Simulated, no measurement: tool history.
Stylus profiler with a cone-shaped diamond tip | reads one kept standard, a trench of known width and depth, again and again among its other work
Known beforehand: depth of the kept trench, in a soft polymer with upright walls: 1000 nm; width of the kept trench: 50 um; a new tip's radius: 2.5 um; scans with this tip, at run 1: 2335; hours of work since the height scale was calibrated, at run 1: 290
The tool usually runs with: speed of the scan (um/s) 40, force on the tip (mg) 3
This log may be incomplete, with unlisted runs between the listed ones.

run   hour  speed of the scan (um/s)  force on the tip (mg)  scans with this tip  hours of work since the height scale was calibrated  depth of the trench (nm)  width of the trench's floor (nm)
  1      0                        40                      3                 2335                                                  290                   1017.92                             45780
  2   19.1                        40                      3                 2425                                                  302                   1017.97                             45780
  3   33.6                        40                      3                 2493                                                  310                   1018.06                             45720
  4   53.3                        40                      3                 2587                                                  322                   1018.18                             45740
  5   64.1                        40                      3                 2638                                                  328                      1018                             45720
  6   77.4                        40                      3                 2701                                                  336                   1018.04                             45680
  7   93.8                        20                      3                 2778                                                  345                   1017.76                             45810
  8  114.8                        12                      3                 2878                                                  358                   1017.63                             45820
  9  132.1                       136                      3                 2959                                                  368                   1018.11                             45210
 10  143.2                       136                   5.23                 3012                                                  374                   1026.27                             45350
 11  161.1                        40                   5.32                 3096                                                  385                    1026.4                             45770
     163.5  -- height scale calibrated on a step standard
 12  179.7                        15                   5.32                 3182                                                   10                   1026.51                             45890
 13  201.6                        78                    1.1                 3285                                                   22                   1008.03                             45200
 14  211.4                        78                    1.1                 3331                                                   28                   1007.94                             45280
 15    225                        37                   2.35                 3396                                                   36                    1014.7                             45650
 16  242.6                        40                   3.89                 3479                                                   46                   1020.63                             45680
 17  264.2                        51                   6.73                 3581                                                   59                   1030.43                             45710
     266.4  -- height scale calibrated on a step standard, once more
 18  275.6                        48                   2.25                 3632                                                    5                   1015.39                             45560
 19  292.2                        48                   2.25                 3711                                                   15                   1015.61                             45540
 20    302                        37                   2.34                 3757                                                   21                    1016.5                             45690
 21    319                        21                   2.64                 3838                                                   31                   1017.36                             45760

5 ways to go on from here, each from the tool as it stands after run 21. What would each give?
  A  333.8                        28                   3.67                 3908                                                   40                         ?                                 ?
  B  333.8                       121                   1.39                 3908                                                   40                         ?                                 ?
  C  333.8                        11                   1.33                 3908                                                   40                         ?                                 ?
  D  333.8                        63                   5.64                 3908                                                   40                         ?                                 ?
  E  333.8                        14                   1.35                 3908                                                   40                         ?                                 ?

run  depth of the trench (nm)  width of the trench's floor (nm)
  A                   1021.56                             45730
  B                   1011.21                             45030
  C                   1011.09                             45770
  D                    1028.7                             45620
  E                   1010.84                             45780
Without the tool's unlogged condition, the same runs would have read:
run  depth of the trench (nm)  width of the trench's floor (nm)
  A                   1021.72                             45870
  B                   1011.37                             45180
  C                   1011.25                             45920
  D                   1028.86                             45760
  E                      1011                             45930
